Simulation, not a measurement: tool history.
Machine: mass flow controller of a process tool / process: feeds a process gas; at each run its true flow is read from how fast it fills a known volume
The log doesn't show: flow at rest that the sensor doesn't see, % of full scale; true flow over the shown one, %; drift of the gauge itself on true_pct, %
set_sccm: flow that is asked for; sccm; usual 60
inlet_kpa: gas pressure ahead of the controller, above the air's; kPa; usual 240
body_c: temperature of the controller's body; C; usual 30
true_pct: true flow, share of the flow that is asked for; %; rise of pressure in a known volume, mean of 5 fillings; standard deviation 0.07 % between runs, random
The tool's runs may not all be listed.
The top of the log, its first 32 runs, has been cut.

run	hour	set_sccm	inlet_kpa	body_c	hours of work since the controller was set to zero	hours of work since the controller was changed	true_pct
33	3074.9	60	240	29	1945	1945	98.52
34	3188.8	24	236	20	1989	1989	97.72
35	3256.9	23	182	25	2016	2016	98.04
36	3373.6	82	277	25	2061	2061	98.14
37	3439.7	75	145	21	2087	2087	98.23
38	3558.8	75	145	32	2133	2133	98.69
39	3635.6	60	230	30	2163	2163	98.15
40	3710.6	26	240	30	2192	2192	97.81
41	3832.6	26	187	30	2240	2240	97.75
42	3911.8	37	205	24	2270	2270	97.41
43	4003.7	60	224	28	2306	2306	97.64
44	4120.8	43	264	28	2352	2352	97.27
45	4179.9	43	264	28	2375	2375	97.33
# hour 4218: gauge calibrated
46	4283.1	43	264	28	2415	2415	98.72
47	4405	43	264	28	2462	2462	98.63
48	4498.9	151	170	33	2499	2499	99.63

Consider 3 possible next runs. They are alternatives, not a sequence: every one starts from the tool as it was left by run 48. What does each give?
A	4556.5	151	170	32	2521	2521	?
B	4556.5	152	203	30	2521	2521	?
C	4556.5	151	207	22	2521	2521	?

run	true_pct
A	99.67
B	99.45
C	99.17
With no hidden state in the tool, these same runs would have given:
run	true_pct
A	100.02
B	99.8
C	99.52
